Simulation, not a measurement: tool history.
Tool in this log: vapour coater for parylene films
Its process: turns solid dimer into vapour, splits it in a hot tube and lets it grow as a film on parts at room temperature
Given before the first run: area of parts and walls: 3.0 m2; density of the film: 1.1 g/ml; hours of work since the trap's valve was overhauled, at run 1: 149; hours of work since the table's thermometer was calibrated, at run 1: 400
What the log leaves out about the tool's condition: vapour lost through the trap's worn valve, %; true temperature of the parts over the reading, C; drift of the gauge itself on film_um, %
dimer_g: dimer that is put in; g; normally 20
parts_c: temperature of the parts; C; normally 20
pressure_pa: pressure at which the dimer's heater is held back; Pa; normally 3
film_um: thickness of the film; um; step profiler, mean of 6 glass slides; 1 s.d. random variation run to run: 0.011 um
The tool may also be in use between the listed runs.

| run | hour | dimer_g | parts_c | pressure_pa | hours of work since the trap's valve was overhauled | hours of work since the table's thermometer was calibrated | film_um |
|---|---|---|---|---|---|---|---|
| 1 | 0.0 | 20 | 20 | 3 | 149 | 400 | 2.94 |
| 2 | 35.1 | 20 | 20 | 3 | 163 | 415 | 2.92 |
| 3 | 79.0 | 20 | 12 | 3 | 181 | 433 | 3.38 |
| 4 | 119.5 | 20 | 12 | 3 | 198 | 450 | 3.38 |
| 5 | 149.7 | 23 | 20 | 3 | 211 | 462 | 3.42 |
| 6 | 213.0 | 23 | 20 | 3 | 237 | 489 | 3.43 |
| 7 | 285.1 | 20 | 23 | 3 | 267 | 519 | 2.83 |
| 8 | 338.3 | 21 | 20 | 3 | 289 | 541 | 3.13 |

Run 9 comes next. What will it give?
| 9 | 407.1 | 10 | 12 | 3 | 318 | 569 | ? |

film_um: 1.72 um
With no hidden state in the tool, this same run would have given film_um 1.69 um.
